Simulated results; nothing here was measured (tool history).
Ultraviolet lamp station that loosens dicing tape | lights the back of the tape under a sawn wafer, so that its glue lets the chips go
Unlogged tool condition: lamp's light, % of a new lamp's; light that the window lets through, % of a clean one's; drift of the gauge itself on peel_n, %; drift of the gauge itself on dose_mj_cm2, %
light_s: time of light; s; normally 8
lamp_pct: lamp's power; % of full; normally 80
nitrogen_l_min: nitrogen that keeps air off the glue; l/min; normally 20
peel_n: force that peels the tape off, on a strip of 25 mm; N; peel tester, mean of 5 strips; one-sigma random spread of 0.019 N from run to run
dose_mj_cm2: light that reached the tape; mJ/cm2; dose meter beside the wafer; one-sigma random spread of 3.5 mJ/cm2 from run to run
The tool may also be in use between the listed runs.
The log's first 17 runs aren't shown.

| run | hour | light_s | lamp_pct | nitrogen_l_min | hours of work of the lamp | hours of work since the window was cleaned | peel_n | dose_mj_cm2 |
|---|---|---|---|---|---|---|---|---|
| 18 | 610.1 | 8 | 61 | 20 | 1016 | 99 | 1.577 | 435 |
| 19 | 635.7 | 8 | 87 | 20 | 1029 | 112 | 0.749 | 620 |
| 20 | 676.3 | 8 | 87 | 20 | 1049 | 132 | 0.745 | 621 |
| 21 | 711.0 | 8 | 87 | 20 | 1067 | 150 | 0.784 | 620 |
| 22 | 765.6 | 5 | 91 | 39 | 1094 | 177 | 1.449 | 406 |
| 23 | 822.1 | 7 | 82 | 10 | 1122 | 205 | 1.691 | 505 |
| 24 | 871.9 | 7 | 82 | 10 | 1147 | 230 | 1.742 | 513 |
| 25 | 897.5 | 7 | 68 | 6 | 1160 | 243 | 2.916 | 426 |
| 26 | 954.1 | 8 | 81 | 20 | 1188 | 271 | 0.922 | 576 |
| 27 | 1009.9 | 5 | 76 | 36 | 1216 | 299 | 2.047 | 338 |
| 28 | 1053.8 | 10 | 87 | 7 | 1238 | 321 | 0.895 | 786 |
| 29 | 1093.6 | 8 | 96 | 32 | 1257 | 340 | 0.472 | 683 |
| 30 | 1150.2 | 10 | 80 | 12 | 1286 | 369 | 0.728 | 711 |
| 31 | 1185.1 | 10 | 80 | 12 | 1303 | 386 | 0.726 | 716 |
| 32 | 1234.1 | 10 | 80 | 12 | 1327 | 411 | 0.738 | 707 |
| 33 | 1262.8 | 10 | 80 | 12 | 1342 | 425 | 0.743 | 717 |
| 34 | 1311.2 | 5 | 87 | 26 | 1366 | 449 | 1.866 | 387 |
| 35 | 1363.3 | 13 | 67 | 8 | 1392 | 475 | 0.809 | 771 |
|  | 1376.1 | lamp changed |
| 36 | 1420.9 | 13 | 67 | 8 | 22 | 503 | 0.806 | 769 |
| 37 | 1456.6 | 13 | 67 | 36 | 40 | 521 | 0.319 | 778 |
| 38 | 1496.9 | 8 | 90 | 31 | 60 | 541 | 0.572 | 635 |
| 39 | 1524.1 | 8 | 90 | 31 | 74 | 555 | 0.558 | 638 |
|  | 1560.8 | window cleaned of glue's vapour |
| 40 | 1576.3 | 8 | 90 | 31 | 100 | 8 | 0.564 | 648 |

What if the next run were any one of these 3? Each begins from the tool's condition after run 40:
| A | 1614.8 | 14 | 97 | 29 | 119 | 27 | ? | ? |
| B | 1614.8 | 4 | 96 | 9 | 119 | 27 | ? | ? |
| C | 1614.8 | 8 | 90 | 34 | 119 | 27 | ? | ? |

| run | peel_n | dose_mj_cm2 |
|---|---|---|
| A | 0.142 | 1203 |
| B | 3.130 | 342 |
| C | 0.520 | 646 |
With no hidden state in the tool, these same runs would have given:
| run | peel_n | dose_mj_cm2 |
|---|---|---|
| A | 0.142 | 1204 |
| B | 3.129 | 342 |
| C | 0.519 | 646 |

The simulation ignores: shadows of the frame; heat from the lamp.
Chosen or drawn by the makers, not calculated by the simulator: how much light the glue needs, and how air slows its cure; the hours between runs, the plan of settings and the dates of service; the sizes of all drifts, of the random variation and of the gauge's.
